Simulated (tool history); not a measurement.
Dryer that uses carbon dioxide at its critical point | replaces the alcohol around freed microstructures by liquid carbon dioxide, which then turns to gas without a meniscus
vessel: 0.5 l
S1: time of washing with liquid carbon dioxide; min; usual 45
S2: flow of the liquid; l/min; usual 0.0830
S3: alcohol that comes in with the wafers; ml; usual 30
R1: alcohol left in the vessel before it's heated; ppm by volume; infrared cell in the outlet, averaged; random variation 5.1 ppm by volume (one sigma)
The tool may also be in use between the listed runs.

run,hour,S1,S2,S3,R1
1,0.0,45,0.0830,30,74
2,7.4,45,0.0830,30,73
3,15.6,45,0.0830,103,211
4,19.7,45,0.0830,103,205
5,26.6,45,0.0830,103,219
6,35.7,45,0.0830,103,209
7,42.9,46,0.1072,29,26
8,50.9,34,0.0653,54,1861
9,57.2,60,0.0653,66,114
10,65.7,62,0.0551,26,129
11,70.2,62,0.0765,82,40
12,79.5,33,0.0951,25,167

Measured less the same run without the tool's hidden state. The same run-to-run variation is in both; the gauge's scatter may not be:
The hidden state here: flow that reaches the vessel past the clogged filter, %; alcohol in the recycled carbon dioxide, ppm; drift of the gauge itself on alcohol_ppm, %.
run,R1
1,+17
2,+18
3,+36
4,+36
5,+39
6,+42
7,+13
8,+205
9,+30
10,+30
11,+18
12,+39
